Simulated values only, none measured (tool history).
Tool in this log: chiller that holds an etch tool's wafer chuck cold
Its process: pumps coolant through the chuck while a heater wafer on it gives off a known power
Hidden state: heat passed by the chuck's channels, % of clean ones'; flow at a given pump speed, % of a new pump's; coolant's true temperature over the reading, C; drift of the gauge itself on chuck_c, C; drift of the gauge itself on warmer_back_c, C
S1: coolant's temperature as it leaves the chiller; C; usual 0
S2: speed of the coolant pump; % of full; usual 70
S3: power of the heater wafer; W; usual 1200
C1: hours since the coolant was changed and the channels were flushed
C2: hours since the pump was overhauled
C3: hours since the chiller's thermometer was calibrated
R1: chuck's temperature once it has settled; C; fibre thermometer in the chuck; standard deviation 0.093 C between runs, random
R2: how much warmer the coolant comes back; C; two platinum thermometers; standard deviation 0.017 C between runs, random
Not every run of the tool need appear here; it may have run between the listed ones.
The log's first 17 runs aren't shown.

run 18 day=51.754 | S1=10 S2=70 S3=683 | C1=5708 C2=3971 C3=1043 | R1=14.76 R2=1.70
run 19 day=54.254 | S1=-9 S2=70 S3=683 | C1=5768 C2=4031 C3=1102 | R1=-4.04 R2=1.72
run 20 day=58.258 | S1=-9 S2=70 S3=683 | C1=5864 C2=4128 C3=1199 | R1=-3.99 R2=1.68
run 21 day=62.333 | S1=0 S2=87 S3=766 | C1=5962 C2=4225 C3=1296 | R1=5.00 R2=1.52
run 22 day=64.075 | S1=9 S2=70 S3=1583 | C1=6004 C2=4267 C3=1338 | R1=20.17 R2=3.94
run 23 day=66.550 | S1=9 S2=70 S3=1583 | C1=6063 C2=4327 C3=1398 | R1=20.22 R2=3.95
run 24 day=69.333 | S1=-3 S2=61 S3=1189 | C1=6130 C2=4393 C3=1464 | R1=6.26 R2=3.40
run 25 day=73.404 | S1=2 S2=96 S3=1216 | C1=6227 C2=4491 C3=1562 | R1=9.31 R2=2.21
run 26 day=77.300 | S1=0 S2=60 S3=1394 | C1=6321 C2=4585 C3=1656 | R1=10.94 R2=4.06
run 27 day=79.267 | S1=2 S2=91 S3=1725 | C1=6368 C2=4632 C3=1703 | R1=12.55 R2=3.32
run 28 day=81.871 | S1=0 S2=70 S3=1312 | C1=6431 C2=4694 C3=1765 | R1=9.43 R2=3.29
run 29 day=86.104 | S1=-1 S2=70 S3=1200 | C1=6532 C2=4796 C3=1867 | R1=7.61 R2=3.02
run 30 day=87.829 | S1=0 S2=65 S3=1200 | C1=6574 C2=4837 C3=1908 | R1=9.16 R2=3.27

Forecast each of these 5 alternatives for the next run:
run A day=91.467 | S1=1 S2=90 S3=1176 | C1=6661 C2=4925 C3=1996 | R1=? R2=?
run B day=91.467 | S1=0 S2=82 S3=1200 | C1=6661 C2=4925 C3=1996 | R1=? R2=?
run C day=91.467 | S1=0 S2=70 S3=1639 | C1=6661 C2=4925 C3=1996 | R1=? R2=?
run D day=91.467 | S1=-7 S2=79 S3=639 | C1=6661 C2=4925 C3=1996 | R1=? R2=?
run E day=91.467 | S1=0 S2=70 S3=1681 | C1=6661 C2=4925 C3=1996 | R1=? R2=?

run=A R1=8.62 R2=2.29
run=B R1=8.10 R2=2.58
run=C R1=11.81 R2=4.11
run=D R1=-2.52 R2=1.45
run=E R1=12.21 R2=4.20
Without the tool's hidden state the same runs would have given:
run=A R1=7.51 R2=2.20
run=B R1=6.94 R2=2.48
run=C R1=10.19 R2=3.94
run=D R1=-3.27 R2=1.40
run=E R1=10.57 R2=4.03

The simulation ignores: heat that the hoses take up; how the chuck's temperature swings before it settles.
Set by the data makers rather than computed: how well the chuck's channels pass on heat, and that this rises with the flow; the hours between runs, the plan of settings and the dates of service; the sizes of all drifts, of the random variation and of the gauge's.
